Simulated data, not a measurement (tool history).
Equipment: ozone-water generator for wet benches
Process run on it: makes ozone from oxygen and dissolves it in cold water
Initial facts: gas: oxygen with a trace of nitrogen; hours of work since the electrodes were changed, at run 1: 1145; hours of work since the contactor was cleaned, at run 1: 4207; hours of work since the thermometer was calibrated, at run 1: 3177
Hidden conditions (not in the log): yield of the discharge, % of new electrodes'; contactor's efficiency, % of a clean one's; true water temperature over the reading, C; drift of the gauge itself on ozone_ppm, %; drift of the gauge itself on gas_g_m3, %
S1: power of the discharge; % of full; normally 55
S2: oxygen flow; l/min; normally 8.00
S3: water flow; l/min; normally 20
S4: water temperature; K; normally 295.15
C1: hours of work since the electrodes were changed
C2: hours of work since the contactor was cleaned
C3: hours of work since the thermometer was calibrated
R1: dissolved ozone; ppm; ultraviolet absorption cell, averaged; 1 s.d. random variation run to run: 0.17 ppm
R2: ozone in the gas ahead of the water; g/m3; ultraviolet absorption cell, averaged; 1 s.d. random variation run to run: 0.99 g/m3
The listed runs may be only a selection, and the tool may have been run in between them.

run 1 hour=0.0 | S1=55 S2=8.00 S3=20 S4=295.15 | C1=1145 C2=4207 C3=3177 | R1=22.7 R2=170.4
run 2 hour=52.7 | S1=55 S2=8.00 S3=20 S4=295.15 | C1=1189 C2=4251 C3=3221 | R1=22.7 R2=170.7
run 3 hour=99.6 | S1=55 S2=8.00 S3=20 S4=295.15 | C1=1229 C2=4290 C3=3261 | R1=22.9 R2=171.8
run 4 hour=143.7 | S1=55 S2=8.00 S3=15 S4=295.15 | C1=1266 C2=4327 C3=3298 | R1=26.7 R2=172.3
run 5 hour=182.0 | S1=55 S2=8.00 S3=15 S4=295.15 | C1=1298 C2=4360 C3=3330 | R1=26.8 R2=172.3
run 6 hour=217.8 | S1=55 S2=8.00 S3=20 S4=295.15 | C1=1328 C2=4390 C3=3360 | R1=22.5 R2=170.0
run 7 hour=260.2 | S1=55 S2=8.00 S3=20 S4=295.15 | C1=1364 C2=4426 C3=3396 | R1=22.9 R2=171.3
run 8 hour=282.7 | S1=55 S2=8.00 S3=20 S4=295.15 | C1=1383 C2=4445 C3=3415 | R1=23.2 R2=170.7
run 9 hour=332.5 | S1=55 S2=8.00 S3=18 S4=295.15 | C1=1425 C2=4487 C3=3457 | R1=24.4 R2=173.9
run 10 hour=360.9 | S1=55 S2=8.00 S3=18 S4=295.15 | C1=1449 C2=4510 C3=3481 | R1=24.3 R2=172.1
run 11 hour=385.1 | S1=55 S2=8.00 S3=20 S4=295.15 | C1=1469 C2=4531 C3=3501 | R1=22.7 R2=172.9
run 12 hour=431.2 | S1=55 S2=8.00 S3=25 S4=295.15 | C1=1508 C2=4570 C3=3540 | R1=19.5 R2=172.8
run 13 hour=479.4 | S1=55 S2=12.22 S3=25 S4=295.15 | C1=1549 C2=4610 C3=3581 | R1=19.7 R2=146.0
run 14 hour=526.0 | S1=55 S2=11.05 S3=20 S4=299.15 | C1=1588 C2=4649 C3=3620 | R1=20.9 R2=151.6
run 15 hour=570.7 | S1=55 S2=8.00 S3=20 S4=298.15 | C1=1625 C2=4687 C3=3657 | R1=21.7 R2=172.6
run 16 hour=611.6 | S1=63 S2=10.60 S3=18 S4=295.15 | C1=1660 C2=4721 C3=3692 | R1=26.2 R2=166.7
run 17 hour=635.0 | S1=63 S2=10.60 S3=18 S4=295.15 | C1=1680 C2=4741 C3=3711 | R1=26.2 R2=169.3
run 18 hour=676.3 | S1=63 S2=9.40 S3=18 S4=289.15 | C1=1714 C2=4776 C3=3746 | R1=29.2 R2=177.7
run 19 hour=718.2 | S1=88 S2=9.40 S3=18 S4=291.15 | C1=1750 C2=4811 C3=3782 | R1=35.1 R2=215.7
run 20 hour=763.7 | S1=76 S2=7.72 S3=20 S4=293.15 | C1=1788 C2=4849 C3=3820 | R1=28.5 R2=213.8
-- hour=796.9 contactor cleaned
run 21 hour=820.1 | S1=55 S2=8.00 S3=20 S4=299.15 | C1=1832 C2=20 C3=3864 | R1=21.2 R2=173.6
run 22 hour=852.9 | S1=55 S2=8.00 S3=20 S4=299.15 | C1=1860 C2=47 C3=3892 | R1=21.1 R2=173.6
run 23 hour=899.8 | S1=46 S2=10.18 S3=20 S4=295.15 | C1=1899 C2=87 C3=3931 | R1=20.4 R2=141.8
run 24 hour=922.9 | S1=48 S2=12.95 S3=20 S4=295.15 | C1=1919 C2=106 C3=3951 | R1=20.5 R2=132.8

Branching from run 24: 5 alternative next runs. What would each branch give?
run A hour=945.7 | S1=66 S2=10.16 S3=20 S4=299.15 | C1=1938 C2=125 C3=3970 | R1=? R2=?
run B hour=945.7 | S1=48 S2=11.68 S3=18 S4=295.15 | C1=1938 C2=125 C3=3970 | R1=? R2=?
run C hour=945.7 | S1=82 S2=12.54 S3=20 S4=300.15 | C1=1938 C2=125 C3=3970 | R1=? R2=?
run D hour=945.7 | S1=69 S2=5.74 S3=12 S4=295.15 | C1=1938 C2=125 C3=3970 | R1=? R2=?
run E hour=945.7 | S1=68 S2=12.95 S3=20 S4=295.15 | C1=1938 C2=125 C3=3970 | R1=? R2=?

run=A R1=23.0 R2=176.4
run=B R1=21.8 R2=138.0
run=C R1=25.5 R2=186.5
run=D R1=34.8 R2=229.0
run=E R1=25.6 R2=163.0
With the hidden condition removed and each run's random variation left untouched, the same runs would have given:
run=A R1=23.0 R2=172.4
run=B R1=21.9 R2=134.8
run=C R1=25.5 R2=182.3
run=D R1=34.8 R2=223.7
run=E R1=25.7 R2=159.3
